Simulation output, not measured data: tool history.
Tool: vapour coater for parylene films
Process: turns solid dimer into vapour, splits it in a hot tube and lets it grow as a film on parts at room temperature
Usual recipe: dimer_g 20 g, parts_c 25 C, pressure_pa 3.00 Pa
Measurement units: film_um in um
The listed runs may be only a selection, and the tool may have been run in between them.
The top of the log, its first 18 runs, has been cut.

| run | day | dimer_g | parts_c | pressure_pa | hours of work since the trap's valve was overhauled | hours of work since the table's thermometer was calibrated | film_um |
|---|---|---|---|---|---|---|---|
| 19 | 46.342 | 20 | 25 | 3.00 | 160 | 142 | 13.19 |
| 20 | 48.029 | 12 | 35 | 10.32 | 181 | 162 | 5.09 |
| 21 | 49.758 | 12 | 35 | 7.06 | 202 | 183 | 5.50 |
| 22 | 52.171 | 12 | 35 | 7.06 | 231 | 213 | 5.46 |
| 23 | 53.783 | 20 | 23 | 3.70 | 251 | 233 | 13.43 |
| 24 | 55.758 | 20 | 28 | 3.01 | 275 | 257 | 12.48 |
| 25 | 57.579 | 20 | 28 | 3.01 | 298 | 279 | 12.12 |
| 26 | 59.562 | 10 | 25 | 7.83 | 322 | 303 | 5.75 |
| 27 | 62.488 | 31 | 25 | 7.68 | 358 | 339 | 17.78 |
| 28 | 64.850 | 20 | 22 | 3.26 | 387 | 368 | 13.95 |
| 29 | 66.788 | 20 | 22 | 3.26 | 410 | 392 | 13.85 |
|  | 67.662 | trap's valve overhauled |
| 30 | 69.362 | 13 | 18 | 9.51 | 21 | 421 | 8.46 |
| 31 | 70.958 | 13 | 18 | 9.51 | 40 | 441 | 8.48 |
| 32 | 73.512 | 34 | 36 | 3.01 | 72 | 472 | 17.52 |
| 33 | 76.279 | 27 | 23 | 3.53 | 105 | 506 | 18.33 |
| 34 | 77.862 | 27 | 23 | 3.53 | 125 | 525 | 18.46 |
| 35 | 79.925 | 27 | 23 | 3.53 | 150 | 551 | 18.08 |
| 36 | 83.500 | 27 | 23 | 3.53 | 194 | 594 | 18.58 |
| 37 | 85.071 | 9 | 21 | 2.09 | 213 | 614 | 6.99 |
| 38 | 87.025 | 32 | 25 | 3.17 | 237 | 638 | 20.79 |

What if the next run were any one of these 3? Each begins from the tool's condition after run 38:
| A | 90.629 | 8 | 21 | 3.29 | 281 | 682 | ? |
| B | 90.629 | 21 | 25 | 2.42 | 281 | 682 | ? |
| C | 90.629 | 26 | 18 | 11.66 | 281 | 682 | ? |

| run | film_um |
|---|---|
| A | 5.78 |
| B | 14.28 |
| C | 16.46 |
Stripped of hidden state, with their random variation kept, the same runs would have yielded:
| run | film_um |
|---|---|
| A | 5.79 |
| B | 14.31 |
| C | 16.49 |
